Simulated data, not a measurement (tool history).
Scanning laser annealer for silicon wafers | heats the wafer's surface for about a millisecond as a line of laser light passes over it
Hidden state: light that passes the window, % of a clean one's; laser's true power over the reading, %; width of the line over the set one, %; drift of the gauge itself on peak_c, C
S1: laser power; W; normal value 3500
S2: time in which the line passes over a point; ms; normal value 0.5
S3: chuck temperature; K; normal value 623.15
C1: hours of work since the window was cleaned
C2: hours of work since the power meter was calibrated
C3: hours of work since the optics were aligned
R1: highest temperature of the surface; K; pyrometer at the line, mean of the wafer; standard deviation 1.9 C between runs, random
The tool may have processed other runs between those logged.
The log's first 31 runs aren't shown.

run 32 day=59.967 | S1=3623 S2=0.5 S3=623.15 | C1=168 C2=1917 C3=1246 | R1=1441.15
run 33 day=62.812 | S1=3623 S2=0.5 S3=654.15 | C1=208 C2=1957 C3=1285 | R1=1476.15
run 34 day=64.738 | S1=3281 S2=0.561 S3=623.15 | C1=235 C2=1984 C3=1312 | R1=1410.15
run 35 day=67.317 | S1=3563 S2=0.375 S3=596.15 | C1=271 C2=2020 C3=1348 | R1=1288.15
run 36 day=69.071 | S1=3812 S2=0.356 S3=593.15 | C1=295 C2=2044 C3=1373 | R1=1314.15
run 37 day=70.817 | S1=3299 S2=0.393 S3=646.15 | C1=320 C2=2068 C3=1397 | R1=1301.15
run 38 day=72.033 | S1=3299 S2=0.393 S3=646.15 | C1=337 C2=2085 C3=1414 | R1=1296.15
-- day=73.5 window over the wafer cleaned
run 39 day=74.954 | S1=3204 S2=0.5 S3=633.15 | C1=20 C2=2125 C3=1454 | R1=1357.15
run 40 day=77.788 | S1=3776 S2=0.369 S3=623.15 | C1=60 C2=2165 C3=1493 | R1=1353.15

What if the next run were any one of these 3? Each begins from the tool's condition after run 40:
-- day=78.358 optics aligned, line set to its width
run A day=79.575 | S1=3798 S2=0.5 S3=623.15 | C1=82 C2=2187 C3=17 | R1=?
-- day=78.358 optics aligned, line set to its width
run B day=79.575 | S1=3609 S2=0.371 S3=623.15 | C1=82 C2=2187 C3=17 | R1=?
-- day=78.358 optics aligned, line set to its width
run C day=79.575 | S1=3022 S2=0.484 S3=584.15 | C1=82 C2=2187 C3=17 | R1=?

run=A R1=1486.15
run=B R1=1319.15
run=C R1=1252.15
With the hidden condition removed and each run's random variation left untouched, the same runs would have given:
run=A R1=1486.15
run=B R1=1319.15
run=C R1=1252.15
